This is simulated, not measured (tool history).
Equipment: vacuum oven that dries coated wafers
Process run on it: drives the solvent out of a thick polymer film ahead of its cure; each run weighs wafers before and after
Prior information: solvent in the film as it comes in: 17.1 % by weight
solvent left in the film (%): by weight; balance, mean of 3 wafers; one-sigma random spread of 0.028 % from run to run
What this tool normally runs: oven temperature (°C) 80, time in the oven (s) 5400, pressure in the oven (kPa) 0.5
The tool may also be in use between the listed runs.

Run 1, hour 0: usual settings. Result: solvent left in the film (%) 1.54.
Run 2, hour 23: usual settings. Result: solvent left in the film (%) 1.46.
Run 3, hour 65.9: usual settings but pressure in the oven (kPa) 0.546. Result: solvent left in the film (%) 1.56.
Run 4, hour 99.6: usual settings but pressure in the oven (kPa) 0.546. Result: solvent left in the film (%) 1.49.
Run 5, hour 132.9: usual settings but pressure in the oven (kPa) 0.546. Result: solvent left in the film (%) 1.53.
Run 6, hour 156.6: usual settings but pressure in the oven (kPa) 0.546. Result: solvent left in the film (%) 1.5.
Run 7, hour 199.3: usual settings but pressure in the oven (kPa) 0.345. Result: solvent left in the film (%) 1.38.
Run 8, hour 244.1: usual settings but pressure in the oven (kPa) 0.345. Result: solvent left in the film (%) 1.4.
Run 9, hour 269.2: usual settings. Result: solvent left in the film (%) 1.46.
Run 10, hour 311.3: usual settings. Result: solvent left in the film (%) 1.47.
Run 11, hour 358.4: usual settings. Result: solvent left in the film (%) 1.52.
Run 12, hour 390.2: usual settings. Result: solvent left in the film (%) 1.47.
Run 13, hour 425.9: usual settings. Result: solvent left in the film (%) 1.41.
Run 14, hour 462.9: usual settings but time in the oven (s) 4680. Result: solvent left in the film (%) 1.89.
Run 15, hour 500.4: usual settings but time in the oven (s) 4680. Result: solvent left in the film (%) 1.84.
Run 16, hour 536.8: usual settings but oven temperature (°C) 86, time in the oven (s) 8100, pressure in the oven (kPa) 1.761. Result: solvent left in the film (%) 1.02.
Run 17, hour 578.3: usual settings but oven temperature (°C) 86, time in the oven (s) 3900, pressure in the oven (kPa) 0.739. Result: solvent left in the film (%) 1.24.
Run 18, hour 608.8: usual settings but oven temperature (°C) 88, time in the oven (s) 2820, pressure in the oven (kPa) 1.632. Result: solvent left in the film (%) 2.1.
Run 19, hour 646.7: usual settings but pressure in the oven (kPa) 1.997. Result: solvent left in the film (%) 2.23.
Run 20, hour 676: usual settings but pressure in the oven (kPa) 1.997. Result: solvent left in the film (%) 2.27.
Run 21, hour 718.7: usual settings but pressure in the oven (kPa) 1.997. Result: solvent left in the film (%) 2.22.

Forecast each of these 4 alternatives for the next run:
Run A, hour 752.9: usual settings but oven temperature (°C) 73, time in the oven (s) 3900, pressure in the oven (kPa) 0.491. Result: solvent left in the film (%) ?.
Run B, hour 752.9: usual settings but pressure in the oven (kPa) 0.253. Result: solvent left in the film (%) ?.
Run C, hour 752.9: usual settings but oven temperature (°C) 84, time in the oven (s) 4260, pressure in the oven (kPa) 1.564. Result: solvent left in the film (%) ?.
Run D, hour 752.9: usual settings but time in the oven (s) 6900, pressure in the oven (kPa) 1.673. Result: solvent left in the film (%) ?.

run  solvent left in the film (%)
  A                          4.71
  B                          1.29
  C                          1.75
  D                           1.6
Had the tool no hidden state, the same runs would have come out as:
run  solvent left in the film (%)
  A                          5.11
  B                          1.44
  C                          1.93
  D                          1.68
